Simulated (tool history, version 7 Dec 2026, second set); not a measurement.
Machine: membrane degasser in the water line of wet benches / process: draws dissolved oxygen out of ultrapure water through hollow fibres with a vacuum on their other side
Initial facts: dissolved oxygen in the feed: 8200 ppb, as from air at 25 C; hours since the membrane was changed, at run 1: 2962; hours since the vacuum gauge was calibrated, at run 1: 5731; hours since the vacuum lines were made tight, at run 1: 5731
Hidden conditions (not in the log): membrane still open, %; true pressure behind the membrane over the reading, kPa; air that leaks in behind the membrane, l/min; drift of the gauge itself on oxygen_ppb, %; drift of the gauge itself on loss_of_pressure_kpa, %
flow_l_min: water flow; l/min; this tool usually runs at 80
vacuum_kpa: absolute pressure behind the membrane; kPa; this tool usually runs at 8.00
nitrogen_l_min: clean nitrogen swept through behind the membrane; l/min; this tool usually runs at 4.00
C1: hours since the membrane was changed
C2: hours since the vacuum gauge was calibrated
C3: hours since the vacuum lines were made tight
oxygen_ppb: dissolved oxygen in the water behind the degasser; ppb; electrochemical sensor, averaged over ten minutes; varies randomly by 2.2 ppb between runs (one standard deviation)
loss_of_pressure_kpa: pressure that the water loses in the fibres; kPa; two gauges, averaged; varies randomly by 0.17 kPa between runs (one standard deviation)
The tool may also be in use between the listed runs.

run 1 hour=0.0 | flow_l_min=80 vacuum_kpa=8.00 nitrogen_l_min=4.00 | C1=2962 C2=5731 C3=5731 | oxygen_ppb=236.4 loss_of_pressure_kpa=26.26
run 2 hour=185.3 | flow_l_min=80 vacuum_kpa=8.00 nitrogen_l_min=4.00 | C1=3148 C2=5916 C3=5916 | oxygen_ppb=235.3 loss_of_pressure_kpa=26.17
run 3 hour=332.8 | flow_l_min=80 vacuum_kpa=8.00 nitrogen_l_min=4.00 | C1=3295 C2=6063 C3=6063 | oxygen_ppb=233.8 loss_of_pressure_kpa=26.15
run 4 hour=514.2 | flow_l_min=80 vacuum_kpa=8.00 nitrogen_l_min=4.00 | C1=3476 C2=6245 C3=6245 | oxygen_ppb=236.1 loss_of_pressure_kpa=26.05
run 5 hour=762.4 | flow_l_min=80 vacuum_kpa=8.00 nitrogen_l_min=4.00 | C1=3725 C2=6493 C3=6493 | oxygen_ppb=240.8 loss_of_pressure_kpa=26.17
run 6 hour=949.7 | flow_l_min=80 vacuum_kpa=8.00 nitrogen_l_min=9.52 | C1=3912 C2=6680 C3=6680 | oxygen_ppb=114.1 loss_of_pressure_kpa=26.49
run 7 hour=1144.5 | flow_l_min=80 vacuum_kpa=8.00 nitrogen_l_min=4.00 | C1=4107 C2=6875 C3=6875 | oxygen_ppb=231.9 loss_of_pressure_kpa=26.30
run 8 hour=1286.8 | flow_l_min=80 vacuum_kpa=8.00 nitrogen_l_min=4.00 | C1=4249 C2=7017 C3=7017 | oxygen_ppb=237.4 loss_of_pressure_kpa=26.48
run 9 hour=1459.9 | flow_l_min=80 vacuum_kpa=8.00 nitrogen_l_min=4.00 | C1=4422 C2=7191 C3=7191 | oxygen_ppb=237.4 loss_of_pressure_kpa=26.22
-- hour=1764.0 seals of the vacuum lines changed
run 10 hour=1776.9 | flow_l_min=51 vacuum_kpa=8.00 nitrogen_l_min=4.00 | C1=4737 C2=7506 C3=13 | oxygen_ppb=157.1 loss_of_pressure_kpa=16.89
-- hour=1847.1 vacuum gauge calibrated
run 11 hour=2065.1 | flow_l_min=51 vacuum_kpa=8.00 nitrogen_l_min=4.00 | C1=5025 C2=218 C3=301 | oxygen_ppb=143.5 loss_of_pressure_kpa=16.76
run 12 hour=2243.3 | flow_l_min=51 vacuum_kpa=8.00 nitrogen_l_min=4.00 | C1=5203 C2=396 C3=479 | oxygen_ppb=144.1 loss_of_pressure_kpa=16.77
run 13 hour=2560.7 | flow_l_min=51 vacuum_kpa=8.00 nitrogen_l_min=4.00 | C1=5521 C2=714 C3=796 | oxygen_ppb=146.0 loss_of_pressure_kpa=16.81
run 14 hour=2809.8 | flow_l_min=49 vacuum_kpa=17.79 nitrogen_l_min=4.65 | C1=5770 C2=963 C3=1045 | oxygen_ppb=353.8 loss_of_pressure_kpa=16.26

For run 15, what comes out?
run 15 hour=3008.0 | flow_l_min=82 vacuum_kpa=12.08 nitrogen_l_min=2.82 | C1=5968 C2=1161 C3=1243 | oxygen_ppb=? loss_of_pressure_kpa=?

Run 15 gave oxygen_ppb 523.7 ppb, loss_of_pressure_kpa 27.12 kPa.
Were there no unlogged condition in the tool, this run, its random variation unchanged, would have produced oxygen_ppb 518.0 ppb, loss_of_pressure_kpa 26.54 kPa.

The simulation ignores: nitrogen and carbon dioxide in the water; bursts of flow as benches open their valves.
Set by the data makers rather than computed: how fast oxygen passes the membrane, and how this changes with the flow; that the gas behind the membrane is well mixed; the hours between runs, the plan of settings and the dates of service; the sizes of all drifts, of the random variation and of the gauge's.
